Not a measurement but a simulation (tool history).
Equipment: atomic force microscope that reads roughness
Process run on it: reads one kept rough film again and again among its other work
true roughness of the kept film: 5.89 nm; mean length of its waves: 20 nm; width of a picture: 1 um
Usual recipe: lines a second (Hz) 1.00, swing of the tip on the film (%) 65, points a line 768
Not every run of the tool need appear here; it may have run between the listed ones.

run     day  lines a second (Hz)  swing of the tip on the film (%)  points a line  roughness of the kept film (nm (root mean square))
  1   0.000                 1.00                                65            768                                               2.230
  2   0.350                 1.00                                65            768                                               2.158
      0.483  -- new tip fitted
  3   0.575                 1.00                                65            768                                               3.972
  4   0.996                 1.00                                65            768                                               3.751
  5   1.262                 1.00                                65            768                                               3.647
  6   1.488                 1.00                                65            768                                               3.562
  7   1.892                 1.00                                65            768                                               3.409
  8   2.112                 1.16                                65            768                                               3.275
  9   2.296                 1.16                                65            768                                               3.204
 10   2.662                 1.00                                65            768                                               3.123
 11   2.846                 1.00                                65            768                                               3.070
 12   3.150                 1.00                                65            768                                               2.993
 13   3.496                 1.00                                65            768                                               2.888
 14   3.850                 1.00                                65            768                                               2.795
 15   4.254                 1.00                                63            768                                               2.726
 16   4.521                 1.00                                65            768                                               2.622
 17   4.804                 1.00                                65            768                                               2.571
 18   5.192                 1.00                                65            275                                               2.420
 19   5.538                 1.00                                65           1001                                               2.424
 20   5.746                 1.25                                64           1001                                               2.377
 21   5.979                 1.25                                64           1001                                               2.337
 22   6.388                 1.03                                65            315                                               2.210
      6.671  -- new tip fitted
 23   6.812                 1.03                                65            315                                               3.831
 24   7.175                 0.51                                60            332                                               3.749
 25   7.571                 0.83                                57            731                                               3.624
 26   7.871                 0.83                                57            487                                               3.484
 27   8.150                 1.62                                57            328                                               3.278
 28   8.375                 1.00                                87            768                                               3.016
 29   8.792                 1.61                                59            291                                               3.048
 30   9.112                 1.15                                64            670                                               3.030
 31   9.308                 1.15                                64            670                                               2.962
 32   9.575                 1.33                                65            768                                               2.872
 33   9.783                 1.33                                65            768                                               2.822
 34  10.046                 1.81                                85            768                                               2.381
 35  10.462                 1.81                                85            768                                               2.305
 36  10.825                 1.00                                75            276                                               2.469
 37  11.104                 0.69                                58            276                                               2.532

Table of differences, measured result less the result of that run with no hidden state. Run-to-run variation is the same in both. Gauge scatter possibly is not:
The tool's hidden condition here consists of: radius of the tip, nm; height scale over the true one, %; drift of the gauge itself on roughness_nm, %.
run  roughness of the kept film (nm (root mean square))
  1                                              -1.769
  2                                              -1.812
  3                                              -0.040
  4                                              -0.248
  5                                              -0.344
  6                                              -0.444
  7                                              -0.607
  8                                              -0.685
  9                                              -0.744
 10                                              -0.871
 11                                              -0.930
 12                                              -1.019
 13                                              -1.106
 14                                              -1.194
 15                                              -1.310
 16                                              -1.354
 17                                              -1.429
 18                                              -1.466
 19                                              -1.579
 20                                              -1.600
 21                                              -1.642
 22                                              -1.670
 23                                              -0.090
 24                                              -0.272
 25                                              -0.446
 26                                              -0.557
 27                                              -0.642
 28                                              -0.672
 29                                              -0.837
 30                                              -0.947
 31                                              -1.004
 32                                              -1.078
 33                                              -1.134
 34                                              -1.031
 35                                              -1.108
 36                                              -1.304
 37                                              -1.425
